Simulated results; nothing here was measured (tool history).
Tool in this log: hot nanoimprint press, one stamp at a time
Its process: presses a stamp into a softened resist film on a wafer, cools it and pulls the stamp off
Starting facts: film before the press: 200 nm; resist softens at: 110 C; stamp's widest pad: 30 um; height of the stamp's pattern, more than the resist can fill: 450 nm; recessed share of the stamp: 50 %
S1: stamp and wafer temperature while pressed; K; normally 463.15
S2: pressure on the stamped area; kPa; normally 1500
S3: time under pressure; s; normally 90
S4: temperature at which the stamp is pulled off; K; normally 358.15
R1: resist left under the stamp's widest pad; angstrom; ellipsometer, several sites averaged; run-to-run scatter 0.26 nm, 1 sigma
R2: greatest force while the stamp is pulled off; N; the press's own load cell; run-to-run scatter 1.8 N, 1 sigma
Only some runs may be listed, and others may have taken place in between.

run   hour      S1    S2   S3      S4    R1   R2
  1      0  463.15  1500   90  358.15  1052  215
  2   12.8  463.15  1500   90  358.15  1053  217
  3   27.1  463.15  1500   90  358.15  1055  217
  4   37.8  463.15  1500  110  358.15   988  217
      55.7  -- stamp cleaned and given a new release coat
  5   55.8  463.15  1500  110  358.15   989  215
  6     67  463.15  1800   90  358.15   969  215
  7   84.1  463.15   930   90  358.15  1301  214
  8   98.7  463.15   930   90  358.15  1298  212
  9  107.2  463.15   930   90  358.15  1298  216
 10  121.7  463.15  1500   90  358.15  1062  211
 11  138.7  463.15  1500   90  358.15  1062  215
 12  150.4  463.15  1500   90  358.15  1066  215
 13  168.7  454.15  1610  136  355.15  1103  225
 14  186.9  455.15  1610   58  355.15  1378  226
 15  203.4  452.15  1500  141  348.15  1185  247
 16  217.9  452.15  1500  141  348.15  1183  248
 17  231.9  452.15  1500  141  348.15  1188  251
 18  241.4  463.15  1700   90  358.15  1013  214
     253.6  -- gauge calibrated
 19  253.6  475.15  1010   65  348.15  1120  250
 20  265.4  475.15  1010   65  348.15  1115  251
 21  284.5  475.15  1010   65  348.15  1124  253
 22  301.8  475.15  1010   65  348.15  1125  247
 23  310.3  475.15  1010   65  348.15  1119  247
 24  318.6  456.15  1320  155  348.15  1100  250

Branching from run 24: 4 alternative next runs. What would each branch give?
  A   334  467.15  1830   90  358.15   ?   ?
  B   334  456.15  1320  155  345.15   ?   ?
  C   334  468.15  1320  155  348.15   ?   ?
  D   334  475.15  1320  155  349.15   ?   ?

run    R1   R2
  A   883  216
  B  1100  260
  C   846  250
  D   728  245
What these runs would have given with no unlogged condition in the tool:
run    R1   R2
  A   877  216
  B  1093  260
  C   840  249
  D   723  245
